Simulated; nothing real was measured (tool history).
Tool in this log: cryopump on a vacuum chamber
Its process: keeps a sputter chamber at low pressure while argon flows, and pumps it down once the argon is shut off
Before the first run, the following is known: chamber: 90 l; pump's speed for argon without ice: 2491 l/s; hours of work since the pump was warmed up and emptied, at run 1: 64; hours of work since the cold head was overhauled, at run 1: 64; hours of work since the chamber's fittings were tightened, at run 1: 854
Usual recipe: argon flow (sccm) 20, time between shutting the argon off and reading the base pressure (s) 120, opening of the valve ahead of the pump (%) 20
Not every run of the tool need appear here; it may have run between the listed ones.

run	day	argon flow (sccm)	time between shutting the argon off and reading the base pressure (s)	opening of the valve ahead of the pump (%)	hours of work since the pump was warmed up and emptied	hours of work since the cold head was overhauled	hours of work since the chamber's fittings were tightened	pressure while argon flows (Pa)	pressure after the wait (uPa)
1	0	20	120	20	64	64	854	0.0678	0.64
2	0.983	20	120	20	74	74	864	0.0679	0.66
3	2.108	20	23	20	85	85	875	0.0684	1.99
4	3.108	20	102	20	95	95	885	0.0684	0.7
5	4.558	20	102	20	110	110	900	0.0688	0.7
6	5.896	20	102	20	123	123	913	0.0681	0.66
7	7.346	20	135	20	138	138	928	0.0685	0.62
8	8.817	20	135	20	152	152	943	0.0684	0.64
9	10.292	20	135	20	167	167	957	0.0693	0.65
10	11.121	20	120	20	176	176	966	0.069	0.7
11	11.817	25	120	20	182	182	973	0.0866	0.67
12	12.562	20	120	20	190	190	980	0.0689	0.68
13	13.962	20	120	20	204	204	994	0.0683	0.66
14	14.867	12	257	49	213	213	1003	0.0172	0.5
15	16.242	17	73	49	227	227	1017	0.0241	0.85
16	17.425	17	73	49	239	239	1029	0.025	0.85
17	18.208	17	73	49	246	246	1037	0.0247	0.89
18	19.542	20	48	20	260	260	1050	0.0695	1.17
19	20.304	24	154	47	267	267	1058	0.0357	0.6
20	21.042	26	120	17	275	275	1065	0.1057	0.68
21	21.904	26	120	17	283	283	1074	0.1055	0.75

Run 22 comes next. What will it give?
22	23.017	22	120	36	295	295	1085	?	?

{"run 22": {"pressure while argon flows (Pa)": 0.0429, "pressure after the wait (uPa)": 0.68}}
With no hidden state in the tool, this same run would have given pressure while argon flows (Pa) 0.0411, pressure after the wait (uPa) 0.42.
